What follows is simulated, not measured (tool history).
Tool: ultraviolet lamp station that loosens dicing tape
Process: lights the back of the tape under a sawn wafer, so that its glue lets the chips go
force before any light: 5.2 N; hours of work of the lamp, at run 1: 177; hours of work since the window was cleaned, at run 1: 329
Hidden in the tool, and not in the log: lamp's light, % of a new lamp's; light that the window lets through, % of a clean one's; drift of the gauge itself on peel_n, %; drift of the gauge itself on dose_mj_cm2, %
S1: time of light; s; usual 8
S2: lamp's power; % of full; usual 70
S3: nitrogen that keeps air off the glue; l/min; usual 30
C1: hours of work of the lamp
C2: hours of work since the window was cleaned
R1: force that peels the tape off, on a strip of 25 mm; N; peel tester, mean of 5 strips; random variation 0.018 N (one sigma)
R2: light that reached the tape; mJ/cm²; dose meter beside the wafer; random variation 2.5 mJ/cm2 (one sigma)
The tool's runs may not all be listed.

run   hour  S1  S2  S3   C1   C2     R1   R2
  1    0.0   8  70  30  177  329  1.089  253
  2   11.3   8  62  30  182  334  1.246  219
  3   24.2   8  62  30  188  340  1.285  224
  4   44.0   8  62  30  196  349  1.321  223
  5   62.8   8  62  30  205  357  1.309  216
  6   71.9   8  70  30  209  361  1.065  246
  7   91.0   8  70  15  217  370  1.546  245
      92.9  -- window cleaned of glue's vapour
  8  111.1   8  64  30  226    8  1.100  246
  9  121.0   8  64  30  231   13  1.119  245
 10  131.1   8  64  30  235   17  1.095  244
 11  140.6   8  64  30  239   21  1.140  246
 12  153.3   8  64  30  245   27  1.107  241
 13  169.9   8  64  30  252   34  1.101  240
 14  178.4   8  64  30  256   38  1.103  240
 15  198.9   8  64  30  265   47  1.127  241
 16  208.2   8  64  30  270   52  1.129  240
 17  228.4   5  64  13  279   61  2.483  149
 18  247.2   5  64  13  287   69  2.528  151
 19  257.8   4  62  49  292   74  2.160  118
 20  271.9   4  62  49  298   80  2.134  115
 21  291.6   5  69  11  307   89  2.588  160
 22  301.4  13  69  11  311   93  0.922  412
 23  312.4  13  69  11  316   98  0.947  411
 24  323.4  11  70  30  321  103  0.615  349
 25  342.3  10  86  21  329  111  0.683  384
 26  362.7   8  88  57  339  121  0.486  317
 27  374.2   5  73  18  344  126  2.145  164
 28  389.6  14  70  18  351  133  0.583  439
 29  404.8   6  75  15  357  139  1.991  197
 30  422.7   6  72  15  365  147  1.996  195

Forecast each of these 5 alternatives for the next run:
  A  438.0  14  81  30  372  154   ?   ?
  B  438.0   6  90  19  372  154   ?   ?
  C  438.0   8  62  30  372  154   ?   ?
  D  438.0  10  65  48  372  154   ?   ?
  E  438.0   8  75  14  372  154   ?   ?

run     R1   R2
  A  0.341  502
  B  1.410  239
  C  1.301  221
  D  0.668  288
  E  1.499  266
Without the tool's hidden state the same runs would have given:
run     R1   R2
  A  0.270  586
  B  1.156  279
  C  1.051  257
  D  0.509  336
  E  1.233  310
